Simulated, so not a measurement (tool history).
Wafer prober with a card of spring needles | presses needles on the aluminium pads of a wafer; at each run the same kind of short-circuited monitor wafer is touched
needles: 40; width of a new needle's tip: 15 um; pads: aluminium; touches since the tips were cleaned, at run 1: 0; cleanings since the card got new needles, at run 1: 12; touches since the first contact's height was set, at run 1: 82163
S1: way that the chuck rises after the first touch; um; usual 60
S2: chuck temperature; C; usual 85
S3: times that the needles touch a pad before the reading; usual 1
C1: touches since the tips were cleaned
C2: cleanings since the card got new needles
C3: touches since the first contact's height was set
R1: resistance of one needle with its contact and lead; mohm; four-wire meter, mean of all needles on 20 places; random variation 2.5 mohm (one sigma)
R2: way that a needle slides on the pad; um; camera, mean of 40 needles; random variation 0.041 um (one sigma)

run 1 hour=0 | S1=60 S2=85 S3=1 | C1=0 C2=12 C3=82163 | R1=290 R2=14.61
run 2 hour=17.4 | S1=60 S2=85 S3=1 | C1=3097 C2=12 C3=85260 | R1=321 R2=14.69
run 3 hour=31.6 | S1=60 S2=85 S3=1 | C1=5632 C2=12 C3=87795 | R1=325 R2=14.52
-- hour=33.9 tips cleaned on abrasive film
run 4 hour=44.7 | S1=60 S2=85 S3=1 | C1=1924 C2=13 C3=90121 | R1=310 R2=14.55
run 5 hour=57.9 | S1=42 S2=85 S3=1 | C1=4280 C2=13 C3=92477 | R1=363 R2=10.18
run 6 hour=65.2 | S1=60 S2=45 S3=1 | C1=5590 C2=13 C3=93787 | R1=319 R2=14.61
-- hour=68.3 tips cleaned on abrasive film
run 7 hour=80.4 | S1=60 S2=45 S3=1 | C1=2160 C2=14 C3=96478 | R1=300 R2=14.59
run 8 hour=96.8 | S1=48 S2=85 S3=1 | C1=5090 C2=14 C3=99408 | R1=346 R2=11.62
-- hour=102.2 tips cleaned on abrasive film
run 9 hour=112.5 | S1=60 S2=86 S3=1 | C1=1830 C2=15 C3=102183 | R1=307 R2=14.5
run 10 hour=127.8 | S1=60 S2=86 S3=1 | C1=4560 C2=15 C3=104913 | R1=325 R2=14.55
-- hour=135.9 tips cleaned on abrasive film
run 11 hour=137.5 | S1=60 S2=85 S3=1 | C1=284 C2=16 C3=106630 | R1=292 R2=14.45
run 12 hour=148.2 | S1=60 S2=85 S3=1 | C1=2190 C2=16 C3=108536 | R1=311 R2=14.51
run 13 hour=161.7 | S1=60 S2=85 S3=2 | C1=4610 C2=16 C3=110956 | R1=309 R2=14.52
-- hour=163.1 height of the first contact set anew
-- hour=170 tips cleaned on abrasive film
run 14 hour=174.1 | S1=60 S2=85 S3=1 | C1=742 C2=17 C3=1954 | R1=294 R2=14.36
-- hour=188.4 height of the first contact set anew, once more
run 15 hour=191.5 | S1=60 S2=85 S3=1 | C1=3797 C2=17 C3=559 | R1=317 R2=14.87
-- hour=204.1 tips cleaned on abrasive film
run 16 hour=205.5 | S1=60 S2=85 S3=1 | C1=261 C2=18 C3=3039 | R1=292 R2=14.8
run 17 hour=217.9 | S1=60 S2=84 S3=1 | C1=2476 C2=18 C3=5254 | R1=312 R2=14.84
run 18 hour=232.9 | S1=60 S2=84 S3=1 | C1=5146 C2=18 C3=7924 | R1=320 R2=14.89
-- hour=237.8 tips cleaned on abrasive film
run 19 hour=244.8 | S1=63 S2=85 S3=1 | C1=1251 C2=19 C3=10035 | R1=300 R2=15.6
run 20 hour=256.5 | S1=60 S2=33 S3=1 | C1=3329 C2=19 C3=12113 | R1=301 R2=14.85
run 21 hour=264.7 | S1=53 S2=85 S3=2 | C1=4793 C2=19 C3=13577 | R1=319 R2=12.99
-- hour=271.5 tips cleaned on abrasive film
run 22 hour=273.8 | S1=53 S2=55 S3=3 | C1=421 C2=20 C3=15194 | R1=284 R2=13.08
run 23 hour=291.3 | S1=60 S2=29 S3=1 | C1=3536 C2=20 C3=18309 | R1=307 R2=14.76
-- hour=305.7 tips cleaned on abrasive film
run 24 hour=305.7 | S1=56 S2=27 S3=2 | C1=0 C2=21 C3=20860 | R1=273 R2=13.75
run 25 hour=318.8 | S1=56 S2=27 S3=2 | C1=2347 C2=21 C3=23207 | R1=291 R2=13.71
run 26 hour=336.2 | S1=66 S2=33 S3=1 | C1=5454 C2=21 C3=26314 | R1=310 R2=16.26
-- hour=339.1 tips cleaned on abrasive film
run 27 hour=353.1 | S1=79 S2=55 S3=2 | C1=2504 C2=22 C3=29305 | R1=291 R2=19.51
run 28 hour=360.5 | S1=79 S2=55 S3=2 | C1=3829 C2=22 C3=30630 | R1=289 R2=19.48
-- hour=373.1 tips cleaned on abrasive film
run 29 hour=377.8 | S1=61 S2=85 S3=1 | C1=847 C2=23 C3=33701 | R1=298 R2=14.97
run 30 hour=391.3 | S1=61 S2=85 S3=1 | C1=3247 C2=23 C3=36101 | R1=316 R2=14.95
run 31 hour=399.6 | S1=50 S2=85 S3=2 | C1=4743 C2=23 C3=37597 | R1=320 R2=12.2
-- hour=407 tips cleaned on abrasive film
run 32 hour=408.3 | S1=60 S2=47 S3=1 | C1=230 C2=24 C3=39125 | R1=276 R2=14.76
run 33 hour=423.1 | S1=44 S2=32 S3=1 | C1=2865 C2=24 C3=41760 | R1=332 R2=10.78

Forecast each of these 3 alternatives for the next run:
run A hour=433.7 | S1=60 S2=52 S3=1 | C1=4773 C2=24 C3=43668 | R1=? R2=?
run B hour=433.7 | S1=56 S2=71 S3=2 | C1=4773 C2=24 C3=43668 | R1=? R2=?
run C hour=433.7 | S1=44 S2=32 S3=1 | C1=4773 C2=24 C3=43668 | R1=? R2=?

run=A R1=316 R2=14.8
run=B R1=307 R2=13.76
run=C R1=349 R2=10.68
Without the tool's hidden state the same runs would have given:
run=A R1=275 R2=14.95
run=B R1=280 R2=13.91
run=C R1=274 R2=10.83
